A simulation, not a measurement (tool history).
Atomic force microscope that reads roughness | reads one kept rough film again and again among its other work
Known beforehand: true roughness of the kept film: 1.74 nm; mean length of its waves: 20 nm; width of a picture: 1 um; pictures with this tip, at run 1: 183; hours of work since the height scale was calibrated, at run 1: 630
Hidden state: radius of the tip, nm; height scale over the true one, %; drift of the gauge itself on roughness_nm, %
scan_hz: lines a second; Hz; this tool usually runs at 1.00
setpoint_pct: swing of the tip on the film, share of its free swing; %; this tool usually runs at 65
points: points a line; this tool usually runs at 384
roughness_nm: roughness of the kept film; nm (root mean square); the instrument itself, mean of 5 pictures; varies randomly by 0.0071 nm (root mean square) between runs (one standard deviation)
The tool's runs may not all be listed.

run,hour,scan_hz,setpoint_pct,points,pictures with this tip,hours of work since the height scale was calibrated,roughness_nm
1,0.0,1.00,65,384,183,630,1.462
2,22.7,1.00,65,384,208,644,1.481
3,44.3,1.00,65,384,231,658,1.465
4,70.0,1.00,86,384,259,675,1.364
5,91.9,1.00,86,384,283,689,1.356
6,120.4,1.00,65,384,314,708,1.469
7,133.9,1.00,65,384,329,717,1.444
8,152.9,1.00,65,384,350,729,1.458
9,173.2,1.00,65,384,372,742,1.457
# hour 176.4: new tip fitted
10,195.2,1.00,65,286,20,756,1.437
11,220.1,1.00,65,286,48,772,1.437
12,232.7,1.00,65,286,61,781,1.447
13,261.5,1.00,65,326,93,799,1.456
14,280.7,1.00,65,326,114,812,1.461
15,305.3,0.72,65,384,141,828,1.463
16,319.0,1.00,62,384,156,837,1.481
17,345.0,0.67,87,395,184,854,1.408
18,369.6,1.00,65,336,211,870,1.457
19,398.5,1.00,65,336,242,889,1.465
20,413.4,1.00,65,336,259,898,1.447
21,437.9,1.00,86,463,285,914,1.363
22,467.0,3.51,65,384,317,933,1.338
23,479.5,3.33,65,384,331,941,1.344
24,494.4,1.00,55,384,347,951,1.492
# hour 519.5: new tip fitted
25,523.5,1.58,66,384,4,970,1.423
26,548.0,1.58,66,384,31,986,1.440
27,571.7,1.58,66,384,57,1001,1.430
28,595.2,0.82,59,384,83,1016,1.491

Forecast each of these 4 alternatives for the next run:
A,617.5,0.77,55,530,107,1031,?
B,617.5,1.98,65,349,107,1031,?
C,617.5,0.82,80,384,107,1031,?
D,617.5,0.62,88,368,107,1031,?

run,roughness_nm
A,1.505
B,1.413
C,1.412
D,1.399
Had the tool no hidden state, the same runs would have come out as:
run,roughness_nm
A,1.507
B,1.415
C,1.413
D,1.400

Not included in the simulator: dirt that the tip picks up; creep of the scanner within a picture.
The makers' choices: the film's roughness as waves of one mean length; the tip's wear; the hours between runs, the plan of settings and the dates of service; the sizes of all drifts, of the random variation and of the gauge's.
